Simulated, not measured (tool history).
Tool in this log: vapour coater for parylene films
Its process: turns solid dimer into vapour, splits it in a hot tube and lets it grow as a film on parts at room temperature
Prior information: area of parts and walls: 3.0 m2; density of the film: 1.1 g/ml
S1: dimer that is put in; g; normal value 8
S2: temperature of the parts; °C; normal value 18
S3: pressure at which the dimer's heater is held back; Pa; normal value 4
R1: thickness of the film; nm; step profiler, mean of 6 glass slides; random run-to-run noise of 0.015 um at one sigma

run	hour	S1	S2	S3	R1
1	0	8	18	4	1750
2	31	8	12	4	2170
3	90	8	12	4	2180
4	124.7	8	12	4	2180
5	179.9	8	18	4	1710
6	215	8	11	4	2280
7	277	8	11	4	2270
8	302.7	8	18	4	1700
9	349.8	8	18	4	1700
10	386.2	8	18	4	1710
11	412.8	10	10	4	2930
12	451.7	4	24	3.79	690
13	506.6	8	20	2.41	1700
14	536.7	4	18	2.78	930
15	586.4	4	18	2.78	870
16	629.7	5	19	7.85	930
17	659	13	19	2.73	2810
18	719.6	12	15	5.82	2750

Not shown: 2 entries that the log had between the listed runs. Between which runs, and how does the tool's hidden state differ before and after?
After run 3, before run 4: trap's valve overhauled (hour 114)
  vapour lost through the trap's worn valve, %: 0.5 -> 0; true temperature of the parts over the reading, C: 0 -> -0.01
After run 11, before run 12: trap's valve overhauled (hour 434.7)
  vapour lost through the trap's worn valve, %: 0.5 -> 0
